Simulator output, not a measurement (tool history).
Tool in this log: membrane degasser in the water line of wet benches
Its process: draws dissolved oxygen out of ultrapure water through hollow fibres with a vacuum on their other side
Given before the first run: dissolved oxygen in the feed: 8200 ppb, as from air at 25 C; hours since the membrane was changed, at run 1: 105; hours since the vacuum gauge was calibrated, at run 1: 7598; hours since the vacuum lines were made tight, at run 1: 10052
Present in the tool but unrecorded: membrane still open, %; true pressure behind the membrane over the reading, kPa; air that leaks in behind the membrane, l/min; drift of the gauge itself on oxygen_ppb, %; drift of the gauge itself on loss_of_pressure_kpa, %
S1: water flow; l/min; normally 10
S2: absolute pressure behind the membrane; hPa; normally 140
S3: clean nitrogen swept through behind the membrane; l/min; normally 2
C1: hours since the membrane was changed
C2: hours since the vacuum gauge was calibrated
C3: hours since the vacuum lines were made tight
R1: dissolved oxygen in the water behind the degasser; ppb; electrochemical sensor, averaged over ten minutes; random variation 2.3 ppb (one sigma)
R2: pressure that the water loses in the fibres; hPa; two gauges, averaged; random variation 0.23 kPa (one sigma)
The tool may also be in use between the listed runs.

| run | day | S1 | S2 | S3 | C1 | C2 | C3 | R1 | R2 |
|---|---|---|---|---|---|---|---|---|---|
| 1 | 0 | 10 | 140 | 2 | 105 | 7598 | 10052 | 225.6 | 573.2 |
| 2 | 2.896 | 10 | 140 | 2 | 174 | 7668 | 10122 | 226.6 | 573.2 |
| 3 | 5.667 | 8 | 140 | 2 | 241 | 7735 | 10189 | 158 | 457.8 |
| 4 | 8.729 | 8 | 140 | 2 | 314 | 7808 | 10262 | 157.6 | 459.4 |
| 5 | 10.408 | 8 | 140 | 2 | 354 | 7848 | 10302 | 158.3 | 458.7 |
| 6 | 13.508 | 8 | 140 | 2 | 429 | 7923 | 10377 | 156.9 | 463 |
| 7 | 16.729 | 8 | 140 | 2 | 506 | 8000 | 10454 | 157.4 | 463.5 |
| 8 | 18.517 | 11 | 140 | 2 | 549 | 8043 | 10497 | 264.3 | 628.7 |
| 9 | 20.692 | 11 | 140 | 2 | 601 | 8095 | 10549 | 262.6 | 630.9 |
|  | 21.612 | vacuum gauge calibrated |
| 10 | 22.825 | 8 | 140 | 2 | 652 | 29 | 10600 | 159.7 | 462 |
| 11 | 25.204 | 10 | 140 | 2 | 709 | 86 | 10657 | 223.9 | 576.1 |
| 12 | 27.162 | 10 | 140 | 2 | 756 | 133 | 10704 | 225.6 | 574 |
| 13 | 29.758 | 8 | 100 | 2 | 818 | 195 | 10766 | 120.1 | 462.1 |

Estimate the outcome of run 14 from the log above:
| 14 | 31.325 | 8 | 151 | 2 | 856 | 233 | 10804 | ? | ? |

R1: 170.8 ppb
R2: 462.5 hPa
The same run, on a tool lacking any hidden state, would have yielded R1 170.4 ppb, R2 458.9 hPa.
